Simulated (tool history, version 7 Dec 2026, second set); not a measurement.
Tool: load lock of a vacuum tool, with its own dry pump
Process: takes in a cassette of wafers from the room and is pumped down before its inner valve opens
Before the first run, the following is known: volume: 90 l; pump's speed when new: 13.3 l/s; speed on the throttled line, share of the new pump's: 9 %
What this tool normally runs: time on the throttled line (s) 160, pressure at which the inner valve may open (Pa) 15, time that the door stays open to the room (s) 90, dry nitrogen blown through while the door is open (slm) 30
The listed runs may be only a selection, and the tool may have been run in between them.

run	day	time on the throttled line (s)	pressure at which the inner valve may open (Pa)	time that the door stays open to the room (s)	dry nitrogen blown through while the door is open (slm)	incoming humidity of the room's air, %	time from the closed door until the inner valve may open (s)	rise of the pressure with all valves shut (Pa/min)
1	0.000	160	15	90	30	43.6	205.5	0.024
2	15.742	160	15	90	30	42.5	208.0	0.023
3	25.262	160	15	90	30	43.5	209.1	0.019
4	32.733	160	15	90	30	42.4	207.3	0.022
5	49.604	160	15	90	30	46.1	205.9	0.025
6	58.796	160	15	90	30	45.1	207.4	0.023
7	67.404	160	15	90	30	42.4	206.9	0.023
8	80.725	160	15	90	30	44.5	207.3	0.023
# day 83.867: dry pump taken out, an overhauled one fitted
9	95.533	105	15	90	30	46.9	156.8	0.025
10	106.771	105	15	57	30	44.4	154.3	0.015
11	117.133	142	15	90	30	48.1	188.8	0.027
12	129.212	160	15	90	30	45.5	206.1	0.026
13	145.625	160	17	90	30	46.7	204.6	0.021
14	158.279	160	17	90	30	45.4	206.8	0.023
15	168.179	160	15	90	6	48.2	203.2	0.049
16	183.229	160	15	185	30	43.9	204.4	0.046
17	192.650	160	15	90	30	48.1	203.5	0.020
18	205.188	160	15	90	30	44.7	205.4	0.032
19	213.154	160	15	90	30	43.7	207.7	0.028
20	227.025	162	27	35	30	46.5	204.7	0.014
21	236.667	160	15	90	5	43.7	204.6	0.042
22	252.233	160	14	90	15	43.2	205.6	0.029
23	264.388	160	14	90	15	41.8	207.1	0.028
24	278.404	256	15	90	30	44.3	293.7	0.025
25	290.033	160	15	162	15	49.5	206.0	0.059
26	297.767	160	19	162	15	44.8	201.8	0.048
27	307.758	231	29	154	15	45.0	268.0	0.052
28	322.142	141	15	215	30	42.4	187.0	0.043
29	333.717	270	15	42	20	45.4	305.3	0.023
30	345.633	270	15	42	20	46.6	303.5	0.025
31	354.767	270	15	42	20	48.2	304.1	0.017
32	366.238	135	26	90	30	45.6	179.0	0.026
33	379.621	160	23	90	43	43.2	202.9	0.014
34	394.175	113	22	191	43	43.8	158.7	0.032
35	411.600	151	15	90	30	44.6	197.3	0.026
36	424.429	256	20	81	14	43.8	293.6	0.029

Forecast each of these 4 alternatives for the next run:
A	440.146	160	15	99	30	48.4	?	?
B	440.146	256	14	43	21	46.2	?	?
C	440.146	236	15	90	8	46.6	?	?
D	440.146	256	20	83	4	45.6	?	?

run	time from the closed door until the inner valve may open (s)	rise of the pressure with all valves shut (Pa/min)
A	207.6	0.028
B	290.7	0.021
C	276.3	0.046
D	292.5	0.050
With the hidden condition removed and each run's random variation left untouched, the same runs would have given:
run	time from the closed door until the inner valve may open (s)	rise of the pressure with all valves shut (Pa/min)
A	207.6	0.026
B	290.7	0.019
C	276.3	0.043
D	292.5	0.048
